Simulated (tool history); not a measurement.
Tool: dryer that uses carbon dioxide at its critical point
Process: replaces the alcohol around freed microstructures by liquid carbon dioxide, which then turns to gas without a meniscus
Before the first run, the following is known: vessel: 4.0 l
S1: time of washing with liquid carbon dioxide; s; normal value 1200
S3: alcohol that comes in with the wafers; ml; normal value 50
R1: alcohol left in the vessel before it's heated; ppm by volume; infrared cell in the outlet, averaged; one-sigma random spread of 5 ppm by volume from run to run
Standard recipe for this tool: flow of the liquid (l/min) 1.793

run 1 hour=0.0 | S1=1200 flow_of_the_liquid_(l/min)=1.793 S3=50 | R1=139
-- hour=26.3 inlet filter changed
run 2 hour=40.0 | S1=1200 flow_of_the_liquid_(l/min)=1.793 S3=50 | R1=128
run 3 hour=81.2 | S1=1200 flow_of_the_liquid_(l/min)=1.793 S3=50 | R1=137
run 4 hour=105.2 | S1=1200 flow_of_the_liquid_(l/min)=1.793 S3=50 | R1=148
run 5 hour=147.7 | S1=1200 flow_of_the_liquid_(l/min)=1.793 S3=50 | R1=152
run 6 hour=200.7 | S1=1200 flow_of_the_liquid_(l/min)=1.793 S3=50 | R1=159
run 7 hour=225.6 | S1=1200 flow_of_the_liquid_(l/min)=1.793 S3=50 | R1=155
run 8 hour=278.0 | S1=1200 flow_of_the_liquid_(l/min)=1.793 S3=50 | R1=164
run 9 hour=315.2 | S1=1200 flow_of_the_liquid_(l/min)=1.793 S3=50 | R1=167
-- hour=330.6 purifier's bed changed
run 10 hour=342.2 | S1=1740 flow_of_the_liquid_(l/min)=1.793 S3=50 | R1=0
run 11 hour=373.8 | S1=1740 flow_of_the_liquid_(l/min)=1.793 S3=47 | R1=14
run 12 hour=401.8 | S1=900 flow_of_the_liquid_(l/min)=1.793 S3=50 | R1=105
run 13 hour=447.1 | S1=1200 flow_of_the_liquid_(l/min)=1.793 S3=24 | R1=34
run 14 hour=478.1 | S1=1320 flow_of_the_liquid_(l/min)=2.070 S3=44 | R1=34
run 15 hour=531.8 | S1=1320 flow_of_the_liquid_(l/min)=1.480 S3=29 | R1=47
run 16 hour=575.2 | S1=1800 flow_of_the_liquid_(l/min)=1.310 S3=59 | R1=48
run 17 hour=609.7 | S1=1320 flow_of_the_liquid_(l/min)=1.120 S3=25 | R1=102
run 18 hour=643.2 | S1=1080 flow_of_the_liquid_(l/min)=1.120 S3=25 | R1=215
-- hour=676.9 inlet filter changed
run 19 hour=685.3 | S1=720 flow_of_the_liquid_(l/min)=2.120 S3=69 | R1=161
run 20 hour=740.6 | S1=720 flow_of_the_liquid_(l/min)=2.120 S3=69 | R1=186
run 21 hour=763.1 | S1=1800 flow_of_the_liquid_(l/min)=2.560 S3=25 | R1=60
run 22 hour=816.9 | S1=1260 flow_of_the_liquid_(l/min)=2.560 S3=79 | R1=74
run 23 hour=859.1 | S1=1200 flow_of_the_liquid_(l/min)=2.920 S3=25 | R1=74
run 24 hour=888.8 | S1=1200 flow_of_the_liquid_(l/min)=2.920 S3=25 | R1=82
run 25 hour=912.8 | S1=1200 flow_of_the_liquid_(l/min)=2.920 S3=25 | R1=84

Hidden state or all else? Some run-to-run changes of R1, split into what the settings, what came in and random variation would give without the hidden state, and what is left for the hidden state (with any gauge scatter that isn't in both results):
Hidden state at play: flow that reaches the vessel past the clogged filter, %; alcohol in the recycled carbon dioxide, ppm; drift of the gauge itself on alcohol_ppm, %.
Run 9 -> 10: S1 1200 -> 1740, purifier's bed changed. R1 -167 ppm by volume: hidden state -153, all else -14.
Run 18 -> 19: S1 1080 -> 720, flow of the liquid (l/min) 1.120 -> 2.120, S3 25 -> 69, inlet filter changed. R1 -54 ppm by volume: hidden state -47, all else -7.
Run 20 -> 21: S1 720 -> 1800, flow of the liquid (l/min) 2.120 -> 2.560, S3 69 -> 25. R1 -126 ppm by volume: hidden state -7, all else -119.
